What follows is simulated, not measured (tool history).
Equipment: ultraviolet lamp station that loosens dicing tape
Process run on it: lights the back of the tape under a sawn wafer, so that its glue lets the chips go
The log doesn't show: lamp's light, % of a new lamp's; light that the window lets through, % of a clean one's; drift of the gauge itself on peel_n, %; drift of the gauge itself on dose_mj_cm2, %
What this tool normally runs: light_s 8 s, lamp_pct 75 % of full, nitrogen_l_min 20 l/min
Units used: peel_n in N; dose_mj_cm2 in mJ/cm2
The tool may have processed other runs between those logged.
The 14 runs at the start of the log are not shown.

run,day,light_s,lamp_pct,nitrogen_l_min,hours of work of the lamp,hours of work since the window was cleaned,peel_n,dose_mj_cm2
15,23.825,8,75,19,1736,284,1.094,102
# day 25.108: lamp changed
16,25.679,5,75,20,9,313,1.018,117
# day 26.125: window cleaned of glue's vapour
17,28.554,8,75,20,56,40,0.485,199
18,30.338,8,75,20,85,69,0.496,195
19,32.171,8,75,20,115,99,0.529,191
20,33.488,5,75,19,136,120,0.910,119
21,35.438,8,89,22,168,152,0.426,225
22,37.204,12,100,6,197,181,0.410,361
23,39.050,12,100,6,227,211,0.400,359
24,40.450,15,97,8,250,234,0.293,431

The next listed run, before its measurement:
25,41.888,4,89,20,273,257,?,?

peel_n: 1.047 N
dose_mj_cm2: 100 mJ/cm2
On a tool with no hidden condition, and with the same random variation, this run would have come out at peel_n 0.879 N, dose_mj_cm2 118 mJ/cm2.

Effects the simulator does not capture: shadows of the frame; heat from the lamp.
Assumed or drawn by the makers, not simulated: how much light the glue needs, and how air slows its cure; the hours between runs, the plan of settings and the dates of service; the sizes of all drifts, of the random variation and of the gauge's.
